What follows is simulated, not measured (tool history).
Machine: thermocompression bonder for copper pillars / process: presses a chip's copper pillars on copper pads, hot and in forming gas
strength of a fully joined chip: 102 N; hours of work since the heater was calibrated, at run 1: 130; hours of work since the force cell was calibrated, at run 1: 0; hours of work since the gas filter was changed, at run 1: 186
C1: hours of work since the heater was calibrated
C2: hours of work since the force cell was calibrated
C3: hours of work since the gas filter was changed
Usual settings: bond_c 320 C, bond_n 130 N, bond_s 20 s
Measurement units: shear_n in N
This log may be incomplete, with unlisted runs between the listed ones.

Run 1, hour 0.0: usual settings; C1 130; C2 0; C3 186. Result: shear_n 58.0 N.
Run 2, hour 40.3: usual settings; C1 162; C2 32; C3 218. Result: shear_n 57.3 N.
Run 3, hour 90.6: usual settings; C1 202; C2 72; C3 258. Result: shear_n 57.5 N.
Run 4, hour 115.9: usual settings; C1 222; C2 92; C3 278. Result: shear_n 56.8 N.
Run 5, hour 151.2: usual settings; C1 250; C2 120; C3 306. Result: shear_n 56.2 N.
Run 6, hour 201.6: usual settings; C1 290; C2 160; C3 346. Result: shear_n 55.4 N.
At hour 233.8: forming gas filter changed.
Run 7, hour 253.2: usual settings but bond_s 15 s; C1 331; C2 201; C3 15. Result: shear_n 56.7 N.
Run 8, hour 278.2: usual settings but bond_s 15 s; C1 351; C2 221; C3 35. Result: shear_n 55.8 N.
Run 9, hour 314.1: usual settings but bond_s 15 s; C1 380; C2 249; C3 64. Result: shear_n 55.8 N.
Run 10, hour 352.4: usual settings but bond_n 154 N; C1 410; C2 280; C3 94. Result: shear_n 68.0 N.
Run 11, hour 381.4: usual settings but bond_n 154 N; C1 433; C2 303; C3 117. Result: shear_n 68.1 N.
Run 12, hour 408.7: usual settings but bond_c 301 C, bond_n 190 N, bond_s 29 s; C1 455; C2 325; C3 139. Result: shear_n 71.4 N.
Run 13, hour 460.8: usual settings but bond_c 306 C, bond_n 150 N, bond_s 56 s; C1 496; C2 366; C3 180. Result: shear_n 74.7 N.
Run 14, hour 515.2: usual settings but bond_c 319 C, bond_n 176 N, bond_s 33 s; C1 539; C2 409; C3 224. Result: shear_n 78.2 N.
Run 15, hour 567.7: usual settings but bond_c 319 C, bond_n 176 N, bond_s 33 s; C1 581; C2 451; C3 266. Result: shear_n 77.7 N.
Run 16, hour 592.9: usual settings but bond_c 303 C, bond_n 176 N, bond_s 47 s; C1 601; C2 471; C3 286. Result: shear_n 72.7 N.
Run 17, hour 639.9: usual settings but bond_c 327 C, bond_n 95 N, bond_s 55 s; C1 639; C2 508; C3 323. Result: shear_n 66.7 N.
Run 18, hour 671.1: usual settings but bond_c 339 C, bond_n 120 N, bond_s 55 s; C1 663; C2 533; C3 348. Result: shear_n 80.8 N.
At hour 697.9: forming gas filter changed.
Run 19, hour 706.1: usual settings but bond_c 339 C, bond_n 120 N, bond_s 55 s; C1 691; C2 561; C3 7. Result: shear_n 87.1 N.
Run 20, hour 738.1: usual settings but bond_c 328 C, bond_n 153 N, bond_s 50 s; C1 716; C2 586; C3 32. Result: shear_n 88.4 N.
Run 21, hour 768.3: usual settings but bond_c 332 C, bond_n 94 N, bond_s 24 s; C1 740; C2 610; C3 56. Result: shear_n 57.7 N.
Run 22, hour 805.2: usual settings but bond_c 308 C, bond_s 29 s; C1 770; C2 640; C3 85. Result: shear_n 60.8 N.

Measured result minus the same run's result without the hidden state. Both carry the same run-to-run variation, though not necessarily the same gauge scatter:
Hidden conditions of the tool in this case: true temperature of the bond over the reading, C; force that reaches the chip, % of what is set; oxide that the forming gas leaves, % of the face; drift of the gauge itself on shear_n, %.
run  shear_n
  1     -3.2
  2     -3.6
  3     -4.1
  4     -4.3
  5     -4.6
  6     -5.2
  7     +0.0
  8     -0.3
  9     -0.5
 10     -1.2
 11     -1.5
 12     -2.0
 13     -2.9
 14     -3.8
 15     -4.6
 16     -4.7
 17     -4.6
 18     -6.5
 19     +0.4
 20     -0.2
 21     +0.1
 22     -0.4

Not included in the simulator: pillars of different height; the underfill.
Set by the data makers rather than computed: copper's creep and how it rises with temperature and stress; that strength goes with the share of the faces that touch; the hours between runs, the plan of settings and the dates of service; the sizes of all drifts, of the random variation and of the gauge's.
